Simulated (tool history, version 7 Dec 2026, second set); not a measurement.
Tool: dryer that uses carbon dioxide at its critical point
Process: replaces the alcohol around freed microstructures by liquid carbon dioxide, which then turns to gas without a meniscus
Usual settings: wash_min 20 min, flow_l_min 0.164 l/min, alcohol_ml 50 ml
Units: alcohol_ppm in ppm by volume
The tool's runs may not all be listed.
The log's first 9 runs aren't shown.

run	hour	wash_min	flow_l_min	alcohol_ml	alcohol_ppm
10	390.3	20	0.171	50	611
11	442.5	20	0.171	50	684
# hour 467.3: inlet filter changed
12	490.7	20	0.171	50	550
13	536.6	20	0.171	50	607
14	602.3	20	0.164	50	782
15	656	20	0.171	50	701
# hour 672.2: inlet filter changed
16	700	20	0.171	50	628
17	766.8	20	0.171	50	652
18	825.5	20	0.171	50	715
# hour 878.8: inlet filter changed
19	878.8	20	0.171	50	617
20	925.1	20	0.142	50	1319
21	953.6	20	0.164	50	805
22	991.6	20	0.164	50	862
23	1045.2	20	0.164	50	870
# hour 1083.1: inlet filter changed
24	1089.7	20	0.127	50	1887
25	1139.9	30	0.256	99	298
# hour 1151.9: purifier's bed changed
26	1195.3	30	0.256	99	4
27	1238.4	25	0.115	32	764
28	1279.2	20	0.257	84	88
# hour 1291.9: inlet filter changed
29	1323.7	18	0.257	24	72
30	1389.8	25	0.246	34	43
31	1439.6	25	0.246	34	70
32	1467.7	16	0.185	34	767
# hour 1497: inlet filter changed
33	1508.9	13	0.125	34	4978
34	1563	16	0.125	28	2382

Run 35 comes next. What will it give?
35	1611.3	16	0.125	28	?

alcohol_ppm: 2465 ppm by volume
Without the tool's hidden state the same run would have given alcohol_ppm 2131 ppm by volume.
